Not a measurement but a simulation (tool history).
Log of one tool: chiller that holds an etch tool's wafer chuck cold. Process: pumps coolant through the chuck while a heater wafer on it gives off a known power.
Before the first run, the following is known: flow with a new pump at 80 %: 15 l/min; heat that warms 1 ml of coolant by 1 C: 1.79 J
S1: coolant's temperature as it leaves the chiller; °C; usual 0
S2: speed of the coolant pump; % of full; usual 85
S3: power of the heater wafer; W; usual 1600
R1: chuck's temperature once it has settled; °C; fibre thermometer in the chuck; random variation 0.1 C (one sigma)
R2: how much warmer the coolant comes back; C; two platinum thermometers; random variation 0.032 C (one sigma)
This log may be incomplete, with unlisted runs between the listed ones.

Run 1, hour 0: usual settings. Result: R1 13.3 °C, R2 3.37 C.
Run 2, hour 38: usual settings. Result: R1 13.6 °C, R2 3.39 C.
Run 3, hour 93.4: usual settings. Result: R1 13.6 °C, R2 3.35 C.
Run 4, hour 161.9: usual settings. Result: R1 13.8 °C, R2 3.33 C.
Run 5, hour 222.3: usual settings but S2 89 % of full. Result: R1 13.1 °C, R2 3.23 C.
Run 6, hour 292.6: usual settings but S2 89 % of full. Result: R1 13.1 °C, R2 3.19 C.
Run 7, hour 376.3: usual settings but S2 89 % of full. Result: R1 13.1 °C, R2 3.24 C.
Run 8, hour 458.5: usual settings but S3 805 W. Result: R1 6.7 °C, R2 1.68 C.
Run 9, hour 532.9: usual settings but S3 805 W. Result: R1 6.9 °C, R2 1.71 C.
Run 10, hour 609.9: usual settings but S3 805 W. Result: R1 6.8 °C, R2 1.73 C.
Run 11, hour 678.3: usual settings. Result: R1 13.8 °C, R2 3.4 C.
Run 12, hour 751.1: usual settings but S3 2117 W. Result: R1 18.7 °C, R2 4.58 C.
Run 13, hour 837.1: usual settings but S1 4 °C. Result: R1 17.8 °C, R2 3.41 C.
Run 14, hour 897.8: usual settings but S1 2 °C. Result: R1 15.8 °C, R2 3.46 C.
Run 15, hour 945.4: usual settings. Result: R1 14 °C, R2 3.39 C.
Run 16, hour 1017: usual settings but S3 1203 W. Result: R1 10.3 °C, R2 2.57 C.
Run 17, hour 1100: usual settings but S1 5 °C, S2 67 % of full, S3 1272 W. Result: R1 18.1 °C, R2 3.51 C.
Run 18, hour 1166.3: usual settings but S1 9 °C, S2 87 % of full, S3 1799 W. Result: R1 24.6 °C, R2 3.83 C.
Run 19, hour 1211.2: usual settings but S1 8 °C, S2 76 % of full, S3 1799 W. Result: R1 25.3 °C, R2 4.42 C.
Run 20, hour 1295.8: usual settings but S1 -3 °C, S2 61 % of full, S3 860 W. Result: R1 6.4 °C, R2 2.61 C.
Run 21, hour 1351.1: usual settings but S1 1 °C, S2 68 % of full. Result: R1 17.7 °C, R2 4.38 C.
Run 22, hour 1390: usual settings but S1 -1 °C, S2 98 % of full, S3 1066 W. Result: R1 7.3 °C, R2 1.98 C.
Run 23, hour 1440.8: usual settings but S1 -3 °C, S2 83 % of full, S3 1151 W. Result: R1 7.2 °C, R2 2.5 C.
Run 24, hour 1510.1: usual settings but S2 68 % of full. Result: R1 16.7 °C, R2 4.4 C.
Run 25, hour 1554.8: usual settings but S2 78 % of full, S3 837 W. Result: R1 7.7 °C, R2 1.97 C.
Run 26, hour 1616: usual settings but S1 9 °C, S2 96 % of full, S3 921 W. Result: R1 16.4 °C, R2 1.85 C.
Run 27, hour 1658.5: usual settings but S1 -10 °C, S2 83 % of full, S3 2332 W. Result: R1 11.6 °C, R2 5.3 C.
Run 28, hour 1723.9: usual settings but S1 -10 °C, S2 83 % of full, S3 2332 W. Result: R1 11.5 °C, R2 5.19 C.
Run 29, hour 1793: usual settings but S1 6 °C, S3 1863 W. Result: R1 22.8 °C, R2 4.03 C.
Run 30, hour 1833.7: usual settings but S1 6 °C, S3 1863 W. Result: R1 23 °C, R2 4.08 C.
At hour 1859.5: coolant changed, channels flushed.
Run 31, hour 1896.1: usual settings but S1 4 °C. Result: R1 16.1 °C, R2 3.5 C.

Branching from run 31: 4 alternative next runs. What would each branch give?
Run A, hour 1982.3: usual settings but S1 10 °C, S2 63 % of full, S3 2300 W. Result: R1 ?, R2 ?.
Run B, hour 1982.3: usual settings but S2 77 % of full, S3 2048 W. Result: R1 ?, R2 ?.
Run C, hour 1982.3: usual settings but S1 4 °C, S2 90 % of full, S3 1453 W. Result: R1 ?, R2 ?.
Run D, hour 1982.3: usual settings but S1 4 °C, S2 91 % of full. Result: R1 ?, R2 ?.

run    R1    R2
  A  31.8  6.92
  B  16.7  4.94
  C  14.5  2.99
  D  15.5  3.25
Without the tool's hidden state the same runs would have given:
run    R1    R2
  A  31.4  6.63
  B  16.5  4.73
  C  14.6  2.86
  D  15.5  3.12
